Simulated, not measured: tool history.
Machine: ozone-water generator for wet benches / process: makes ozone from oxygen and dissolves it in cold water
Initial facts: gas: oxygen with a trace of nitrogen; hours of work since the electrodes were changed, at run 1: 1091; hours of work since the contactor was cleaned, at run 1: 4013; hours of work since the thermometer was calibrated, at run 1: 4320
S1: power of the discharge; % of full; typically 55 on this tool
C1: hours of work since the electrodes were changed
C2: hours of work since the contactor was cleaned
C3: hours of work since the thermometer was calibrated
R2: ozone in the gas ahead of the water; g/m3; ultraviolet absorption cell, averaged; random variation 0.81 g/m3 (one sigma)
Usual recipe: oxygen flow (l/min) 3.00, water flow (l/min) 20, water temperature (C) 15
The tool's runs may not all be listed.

{"run": 1, "hour": 0.0, "S1": 55, "oxygen flow (l/min)": 3.0, "water flow (l/min)": 20, "water temperature (C)": 15, "C1": 1091, "C2": 4013, "C3": 4320, "dissolved ozone (ppm)": 9.1, "R2": 126.3}
{"run": 2, "hour": 27.3, "S1": 55, "oxygen flow (l/min)": 3.0, "water flow (l/min)": 20, "water temperature (C)": 15, "C1": 1117, "C2": 4039, "C3": 4346, "dissolved ozone (ppm)": 9.0, "R2": 127.5}
{"run": 3, "hour": 45.4, "S1": 55, "oxygen flow (l/min)": 3.0, "water flow (l/min)": 20, "water temperature (C)": 15, "C1": 1134, "C2": 4056, "C3": 4363, "dissolved ozone (ppm)": 9.0, "R2": 127.6}
{"run": 4, "hour": 74.1, "S1": 55, "oxygen flow (l/min)": 3.0, "water flow (l/min)": 20, "water temperature (C)": 15, "C1": 1162, "C2": 4084, "C3": 4390, "dissolved ozone (ppm)": 9.4, "R2": 128.0}
{"run": 5, "hour": 96.9, "S1": 55, "oxygen flow (l/min)": 3.0, "water flow (l/min)": 20, "water temperature (C)": 15, "C1": 1184, "C2": 4105, "C3": 4412, "dissolved ozone (ppm)": 9.1, "R2": 127.1}
{"run": 6, "hour": 121.9, "S1": 55, "oxygen flow (l/min)": 3.0, "water flow (l/min)": 20, "water temperature (C)": 15, "C1": 1208, "C2": 4129, "C3": 4436, "dissolved ozone (ppm)": 9.2, "R2": 127.7}
{"run": 7, "hour": 145.9, "S1": 55, "oxygen flow (l/min)": 3.0, "water flow (l/min)": 20, "water temperature (C)": 15, "C1": 1231, "C2": 4152, "C3": 4459, "dissolved ozone (ppm)": 9.2, "R2": 129.0}
{"run": 8, "hour": 162.7, "S1": 55, "oxygen flow (l/min)": 3.0, "water flow (l/min)": 20, "water temperature (C)": 22, "C1": 1247, "C2": 4168, "C3": 4475, "dissolved ozone (ppm)": 8.8, "R2": 128.2}
{"run": 9, "hour": 187.7, "S1": 55, "oxygen flow (l/min)": 3.0, "water flow (l/min)": 20, "water temperature (C)": 22, "C1": 1270, "C2": 4192, "C3": 4499, "dissolved ozone (ppm)": 8.7, "R2": 128.2}
{"run": 10, "hour": 205.9, "S1": 55, "oxygen flow (l/min)": 3.0, "water flow (l/min)": 20, "water temperature (C)": 10, "C1": 1288, "C2": 4210, "C3": 4516, "dissolved ozone (ppm)": 9.8, "R2": 128.2}
{"run": 11, "hour": 225.4, "S1": 55, "oxygen flow (l/min)": 3.0, "water flow (l/min)": 20, "water temperature (C)": 15, "C1": 1307, "C2": 4228, "C3": 4535, "dissolved ozone (ppm)": 9.2, "R2": 128.1}
{"run": 12, "hour": 256.5, "S1": 55, "oxygen flow (l/min)": 3.0, "water flow (l/min)": 20, "water temperature (C)": 15, "C1": 1336, "C2": 4258, "C3": 4565, "dissolved ozone (ppm)": 9.1, "R2": 127.8}
{"run": 13, "hour": 280.9, "S1": 55, "oxygen flow (l/min)": 3.0, "water flow (l/min)": 20, "water temperature (C)": 15, "C1": 1360, "C2": 4281, "C3": 4588, "dissolved ozone (ppm)": 9.1, "R2": 127.4}
{"run": 14, "hour": 297.7, "S1": 55, "oxygen flow (l/min)": 3.0, "water flow (l/min)": 20, "water temperature (C)": 15, "C1": 1376, "C2": 4297, "C3": 4604, "dissolved ozone (ppm)": 9.2, "R2": 128.4}
{"run": 15, "hour": 318.0, "S1": 55, "oxygen flow (l/min)": 3.0, "water flow (l/min)": 20, "water temperature (C)": 15, "C1": 1395, "C2": 4317, "C3": 4624, "dissolved ozone (ppm)": 9.1, "R2": 127.7}
{"run": 16, "hour": 332.3, "S1": 55, "oxygen flow (l/min)": 3.0, "water flow (l/min)": 20, "water temperature (C)": 15, "C1": 1409, "C2": 4331, "C3": 4637, "dissolved ozone (ppm)": 9.1, "R2": 127.9}
{"run": 17, "hour": 360.6, "S1": 55, "oxygen flow (l/min)": 3.0, "water flow (l/min)": 20, "water temperature (C)": 15, "C1": 1436, "C2": 4358, "C3": 4664, "dissolved ozone (ppm)": 9.2, "R2": 129.8}
{"run": 18, "hour": 391.7, "S1": 55, "oxygen flow (l/min)": 3.0, "water flow (l/min)": 20, "water temperature (C)": 15, "C1": 1466, "C2": 4387, "C3": 4694, "dissolved ozone (ppm)": 9.2, "R2": 127.9}
{"run": 19, "hour": 419.8, "S1": 55, "oxygen flow (l/min)": 1.74, "water flow (l/min)": 30, "water temperature (C)": 7, "C1": 1492, "C2": 4414, "C3": 4721, "dissolved ozone (ppm)": 4.7, "R2": 166.2}
{"run": 20, "hour": 442.2, "S1": 55, "oxygen flow (l/min)": 4.74, "water flow (l/min)": 30, "water temperature (C)": 7, "C1": 1514, "C2": 4436, "C3": 4742, "dissolved ozone (ppm)": 6.7, "R2": 102.5}
{"run": 21, "hour": 463.6, "S1": 55, "oxygen flow (l/min)": 4.74, "water flow (l/min)": 30, "water temperature (C)": 7, "C1": 1534, "C2": 4456, "C3": 4763, "dissolved ozone (ppm)": 6.9, "R2": 103.5}
{"run": 22, "hour": 485.4, "S1": 69, "oxygen flow (l/min)": 2.48, "water flow (l/min)": 27, "water temperature (C)": 15, "C1": 1555, "C2": 4477, "C3": 4784, "dissolved ozone (ppm)": 7.5, "R2": 173.8}
{"run": 23, "hour": 508.8, "S1": 55, "oxygen flow (l/min)": 3.03, "water flow (l/min)": 13, "water temperature (C)": 15, "C1": 1577, "C2": 4499, "C3": 4806, "dissolved ozone (ppm)": 14.1, "R2": 127.2}

Expected results for the next run?
{"run": 24, "hour": 526.0, "S1": 55, "oxygen flow (l/min)": 1.58, "water flow (l/min)": 18, "water temperature (C)": 11, "C1": 1594, "C2": 4516, "C3": 4822, "dissolved ozone (ppm)": "?", "R2": "?"}

dissolved ozone (ppm): 8.9
R2: 174.6 g/m3
On a tool with no hidden condition, and with the same random variation, this run would have come out at dissolved ozone (ppm) 8.9, R2 174.7 g/m3.
